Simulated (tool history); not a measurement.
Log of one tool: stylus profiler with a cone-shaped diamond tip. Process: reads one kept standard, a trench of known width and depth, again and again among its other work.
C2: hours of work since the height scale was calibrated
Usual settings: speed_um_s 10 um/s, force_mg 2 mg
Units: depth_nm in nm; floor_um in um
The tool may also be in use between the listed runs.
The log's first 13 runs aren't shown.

{"run": 14, "day": 41.7, "speed_um_s": 24, "force_mg": 4.12, "scans with this tip": 11937, "C2": 915, "depth_nm": 511.46, "floor_um": 17.22}
{"run": 15, "day": 45.283, "speed_um_s": 24, "force_mg": 4.12, "scans with this tip": 12182, "C2": 964, "depth_nm": 511.4, "floor_um": 17.24}
{"run": 16, "day": 49.362, "speed_um_s": 24, "force_mg": 4.12, "scans with this tip": 12461, "C2": 1019, "depth_nm": 511.33, "floor_um": 17.23}
{"run": 17, "day": 53.0, "speed_um_s": 24, "force_mg": 4.12, "scans with this tip": 12709, "C2": 1068, "depth_nm": 511.34, "floor_um": 17.25}
{"run": 18, "day": 55.55, "speed_um_s": 3, "force_mg": 3.51, "scans with this tip": 12883, "C2": 1102, "depth_nm": 510.16, "floor_um": 17.29}
{"run": 19, "day": 57.521, "speed_um_s": 33, "force_mg": 3.35, "scans with this tip": 13018, "C2": 1129, "depth_nm": 509.89, "floor_um": 17.16}
{"run": 20, "day": 60.725, "speed_um_s": 33, "force_mg": 3.35, "scans with this tip": 13236, "C2": 1172, "depth_nm": 509.86, "floor_um": 17.19}
{"run": 21, "day": 64.312, "speed_um_s": 33, "force_mg": 3.35, "scans with this tip": 13481, "C2": 1220, "depth_nm": 510.05, "floor_um": 17.16}
{"run": 22, "day": 66.15, "speed_um_s": 33, "force_mg": 3.35, "scans with this tip": 13607, "C2": 1245, "depth_nm": 509.8, "floor_um": 17.13}
{"run": 23, "day": 67.867, "speed_um_s": 33, "force_mg": 3.35, "scans with this tip": 13724, "C2": 1268, "depth_nm": 509.79, "floor_um": 17.17}
{"run": 24, "day": 70.012, "speed_um_s": 3, "force_mg": 0.75, "scans with this tip": 13871, "C2": 1297, "depth_nm": 503.81, "floor_um": 17.36}
{"run": 25, "day": 71.912, "speed_um_s": 2, "force_mg": 2.61, "scans with this tip": 14000, "C2": 1322, "depth_nm": 508.46, "floor_um": 17.35}
{"day": 74.05, "done": "height scale calibrated on a step standard"}
{"run": 26, "day": 74.779, "speed_um_s": 3, "force_mg": 4.7, "scans with this tip": 14195, "C2": 10, "depth_nm": 512.42, "floor_um": 17.27}

The next listed run, before its measurement:
{"run": 27, "day": 77.017, "speed_um_s": 3, "force_mg": 4.7, "scans with this tip": 14347, "C2": 40, "depth_nm": "?", "floor_um": "?"}

Run 27 gave depth_nm 512.4 nm, floor_um 17.35 um.
Without the tool's hidden state the same run would have given depth_nm 512.4 nm, floor_um 17.37 um.
